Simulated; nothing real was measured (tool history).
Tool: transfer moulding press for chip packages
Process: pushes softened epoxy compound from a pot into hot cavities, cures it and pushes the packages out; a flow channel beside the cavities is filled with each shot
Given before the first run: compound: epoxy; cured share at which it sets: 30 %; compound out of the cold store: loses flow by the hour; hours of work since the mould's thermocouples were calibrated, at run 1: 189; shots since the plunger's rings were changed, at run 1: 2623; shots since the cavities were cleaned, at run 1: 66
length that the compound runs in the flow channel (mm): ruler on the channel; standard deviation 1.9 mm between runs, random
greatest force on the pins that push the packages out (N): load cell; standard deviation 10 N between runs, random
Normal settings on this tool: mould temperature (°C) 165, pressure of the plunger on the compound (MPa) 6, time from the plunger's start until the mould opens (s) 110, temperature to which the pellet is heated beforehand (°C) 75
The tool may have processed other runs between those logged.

run	hour	mould temperature (°C)	pressure of the plunger on the compound (MPa)	time from the plunger's start until the mould opens (s)	temperature to which the pellet is heated beforehand (°C)	hours of work since the mould's thermocouples were calibrated	shots since the plunger's rings were changed	shots since the cavities were cleaned	incoming compound's hours out of the cold store	length that the compound runs in the flow channel (mm)	greatest force on the pins that push the packages out (N)
1	0	165	6	110	75	189	2623	66	33.7	500	499
2	7.2	165	6	110	75	194	2707	150	32	503	556
3	14.2	165	6	110	75	198	2789	232	44.6	469	630
4	24.3	165	6	110	79	205	2906	349	42.1	477	651
5	35	165	6	110	75	212	3031	474	40.3	479	726
6	43.8	165	6	110	75	217	3133	576	25.8	519	766
7	49	165	6	110	75	221	3194	637	29.9	506	813
# hour 51.7: mould's thermocouples calibrated
8	60	165	6	110	75	5	3300	743	35.2	492	831
9	68.1	165	6	110	75	11	3393	836	23.1	529	880
# hour 70.5: cavities cleaned with cleaning compound and waxed
10	78.5	165	6	110	75	16	3497	92	29.3	512	528
# hour 87.5: mould's thermocouples calibrated, once more
11	89.6	165	6	110	75	1	3603	198	26.9	515	611
12	97.5	165	6	110	84	6	3695	290	14.5	548	646
13	103.1	165	6	110	84	10	3760	355	34.7	491	656
14	111.9	165	5.24	110	75	16	3864	459	20.4	495	733
# hour 122.3: plunger's sealing rings changed
15	125.3	165	6.87	139	68	23	34	585	36.1	536	713
16	133.3	165	6	124	74	28	128	679	41.2	487	736
17	142.3	165	6	124	74	34	233	784	25.8	531	790

Forecast each of these 3 alternatives for the next run:
# hour 149.1: cavities cleaned with cleaning compound and waxed
A	154.3	171	6.85	110	81	41	356	62	35.6	?	?
# hour 149.1: cavities cleaned with cleaning compound and waxed
B	154.3	165	6	110	75	41	356	62	33.7	?	?
# hour 149.1: cavities cleaned with cleaning compound and waxed
C	154.3	169	5.72	107	75	41	356	62	31.9	?	?

run	length that the compound runs in the flow channel (mm)	greatest force on the pins that push the packages out (N)
A	525	442
B	503	500
C	490	463
Stripped of hidden state, with their random variation kept, the same runs would have yielded:
run	length that the compound runs in the flow channel (mm)	greatest force on the pins that push the packages out (N)
A	527	404
B	505	456
C	492	423

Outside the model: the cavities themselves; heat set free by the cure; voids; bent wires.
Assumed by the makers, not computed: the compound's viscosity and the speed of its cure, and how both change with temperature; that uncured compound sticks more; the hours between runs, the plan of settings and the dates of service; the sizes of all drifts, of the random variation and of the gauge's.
